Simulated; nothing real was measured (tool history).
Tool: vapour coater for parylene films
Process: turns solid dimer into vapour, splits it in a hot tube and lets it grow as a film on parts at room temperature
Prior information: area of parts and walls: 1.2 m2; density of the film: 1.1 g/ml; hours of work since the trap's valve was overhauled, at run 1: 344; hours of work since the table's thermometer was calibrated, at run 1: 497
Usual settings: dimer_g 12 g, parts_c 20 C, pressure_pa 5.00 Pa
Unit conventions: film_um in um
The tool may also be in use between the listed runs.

run	day	dimer_g	parts_c	pressure_pa	hours of work since the trap's valve was overhauled	hours of work since the table's thermometer was calibrated	film_um
1	0.000	12	20	5.00	344	497	4.18
# day 0.775: trap's valve overhauled
2	2.033	12	20	5.00	17	521	4.79
3	3.521	12	20	5.00	36	541	4.75
4	5.462	12	20	5.00	62	567	4.74
5	7.158	12	20	5.00	85	589	4.72
6	9.233	12	20	5.00	112	617	4.66
7	11.746	12	20	11.91	146	650	4.24
8	14.567	16	20	5.00	183	688	6.01
9	16.908	12	20	11.85	214	719	4.10
10	19.371	20	20	5.00	247	752	7.33
# day 19.667: table's thermometer calibrated
11	21.812	20	20	5.00	279	29	7.05
12	23.596	20	20	5.00	303	52	7.04
13	25.150	12	20	5.00	323	73	4.10
# day 26.679: table's thermometer calibrated, once more
# day 27.425: trap's valve overhauled
14	27.967	12	20	5.00	7	15	4.66
15	30.083	12	27	2.29	35	43	4.51
16	32.750	12	27	2.29	71	78	4.44
17	34.025	13	16	5.00	88	95	5.46
18	35.462	7	16	7.54	107	114	2.77
19	37.121	13	27	7.15	129	136	4.33
20	38.467	6	27	7.22	147	154	1.98
21	39.946	12	32	7.63	166	174	3.56
22	41.617	9	21	5.29	189	196	3.31
23	42.883	6	20	5.00	205	213	2.22
24	44.108	6	20	5.00	222	229	2.23
25	45.721	11	20	3.20	243	251	4.21
26	48.054	11	20	3.20	274	282	4.04
27	50.321	11	20	3.20	304	312	4.07
28	52.996	11	20	3.20	340	347	4.00

Alternative continuations, all from the tool just after run 28; predict every row:
# day 53.962: trap's valve overhauled
A	55.208	6	29	2.47	17	375	?
# day 53.962: trap's valve overhauled
B	55.208	14	23	4.94	17	375	?
# day 53.962: trap's valve overhauled
C	55.208	12	20	6.30	17	375	?
# day 53.962: trap's valve overhauled
D	55.208	20	20	2.76	17	375	?

run	film_um
A	2.19
B	5.32
C	4.63
D	8.31
The same runs, with their run-to-run variation unchanged, on a tool lacking any hidden condition would have given:
run	film_um
A	2.23
B	5.42
C	4.71
D	8.46
